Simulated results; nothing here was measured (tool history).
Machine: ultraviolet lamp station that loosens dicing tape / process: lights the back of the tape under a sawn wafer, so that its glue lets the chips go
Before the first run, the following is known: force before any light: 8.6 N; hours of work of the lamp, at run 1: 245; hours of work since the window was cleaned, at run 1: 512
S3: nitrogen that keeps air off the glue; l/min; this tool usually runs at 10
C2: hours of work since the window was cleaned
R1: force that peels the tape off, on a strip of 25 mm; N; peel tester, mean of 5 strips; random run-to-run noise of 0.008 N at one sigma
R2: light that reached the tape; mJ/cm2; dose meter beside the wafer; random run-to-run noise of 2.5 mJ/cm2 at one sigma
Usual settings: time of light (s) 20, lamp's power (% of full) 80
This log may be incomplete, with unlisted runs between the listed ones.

{"run": 1, "hour": 0.0, "time of light (s)": 20, "lamp's power (% of full)": 80, "S3": 10, "hours of work of the lamp": 245, "C2": 512, "R1": 0.31, "R2": 307}
{"run": 2, "hour": 11.1, "time of light (s)": 20, "lamp's power (% of full)": 80, "S3": 10, "hours of work of the lamp": 252, "C2": 519, "R1": 0.318, "R2": 306}
{"run": 3, "hour": 16.4, "time of light (s)": 23, "lamp's power (% of full)": 80, "S3": 10, "hours of work of the lamp": 255, "C2": 523, "R1": 0.26, "R2": 355}
{"run": 4, "hour": 26.8, "time of light (s)": 23, "lamp's power (% of full)": 80, "S3": 10, "hours of work of the lamp": 262, "C2": 530, "R1": 0.267, "R2": 350}
{"run": 5, "hour": 39.1, "time of light (s)": 23, "lamp's power (% of full)": 80, "S3": 10, "hours of work of the lamp": 270, "C2": 537, "R1": 0.267, "R2": 349}
{"run": 6, "hour": 48.4, "time of light (s)": 20, "lamp's power (% of full)": 80, "S3": 10, "hours of work of the lamp": 276, "C2": 543, "R1": 0.305, "R2": 305}
{"run": 7, "hour": 58.8, "time of light (s)": 20, "lamp's power (% of full)": 90, "S3": 10, "hours of work of the lamp": 283, "C2": 550, "R1": 0.272, "R2": 349}
{"run": 8, "hour": 67.8, "time of light (s)": 20, "lamp's power (% of full)": 90, "S3": 10, "hours of work of the lamp": 288, "C2": 556, "R1": 0.273, "R2": 344}
{"run": 9, "hour": 77.5, "time of light (s)": 20, "lamp's power (% of full)": 90, "S3": 10, "hours of work of the lamp": 295, "C2": 562, "R1": 0.273, "R2": 341}
{"run": 10, "hour": 88.4, "time of light (s)": 20, "lamp's power (% of full)": 90, "S3": 10, "hours of work of the lamp": 302, "C2": 569, "R1": 0.264, "R2": 346}
{"run": 11, "hour": 99.8, "time of light (s)": 20, "lamp's power (% of full)": 90, "S3": 10, "hours of work of the lamp": 309, "C2": 577, "R1": 0.264, "R2": 346}
{"run": 12, "hour": 105.7, "time of light (s)": 20, "lamp's power (% of full)": 90, "S3": 10, "hours of work of the lamp": 313, "C2": 580, "R1": 0.268, "R2": 347}
{"run": 13, "hour": 113.8, "time of light (s)": 20, "lamp's power (% of full)": 90, "S3": 10, "hours of work of the lamp": 318, "C2": 586, "R1": 0.27, "R2": 343}
{"run": 14, "hour": 126.3, "time of light (s)": 20, "lamp's power (% of full)": 70, "S3": 3, "hours of work of the lamp": 326, "C2": 594, "R1": 0.705, "R2": 263}
{"run": 15, "hour": 134.1, "time of light (s)": 20, "lamp's power (% of full)": 70, "S3": 3, "hours of work of the lamp": 331, "C2": 599, "R1": 0.719, "R2": 266}
{"run": 16, "hour": 144.1, "time of light (s)": 20, "lamp's power (% of full)": 80, "S3": 15, "hours of work of the lamp": 338, "C2": 605, "R1": 0.283, "R2": 313}
{"run": 17, "hour": 152.6, "time of light (s)": 20, "lamp's power (% of full)": 81, "S3": 11, "hours of work of the lamp": 343, "C2": 611, "R1": 0.309, "R2": 312}
{"run": 18, "hour": 160.7, "time of light (s)": 16, "lamp's power (% of full)": 81, "S3": 8, "hours of work of the lamp": 348, "C2": 616, "R1": 0.507, "R2": 245}
{"hour": 166.4, "done": "window cleaned of glue's vapour"}
{"run": 19, "hour": 170.2, "time of light (s)": 17, "lamp's power (% of full)": 67, "S3": 4, "hours of work of the lamp": 354, "C2": 2, "R1": 0.92, "R2": 217}
{"run": 20, "hour": 180.2, "time of light (s)": 17, "lamp's power (% of full)": 67, "S3": 4, "hours of work of the lamp": 360, "C2": 9, "R1": 0.905, "R2": 218}

Across each entry between runs, compare the hidden state at the last listed run before it with the hidden state at the first listed run after it:
Run 18 -> run 19: window cleaned of glue's vapour (hour 166.4)
  light that the window lets through, % of a clean one's: 99.9 -> 100

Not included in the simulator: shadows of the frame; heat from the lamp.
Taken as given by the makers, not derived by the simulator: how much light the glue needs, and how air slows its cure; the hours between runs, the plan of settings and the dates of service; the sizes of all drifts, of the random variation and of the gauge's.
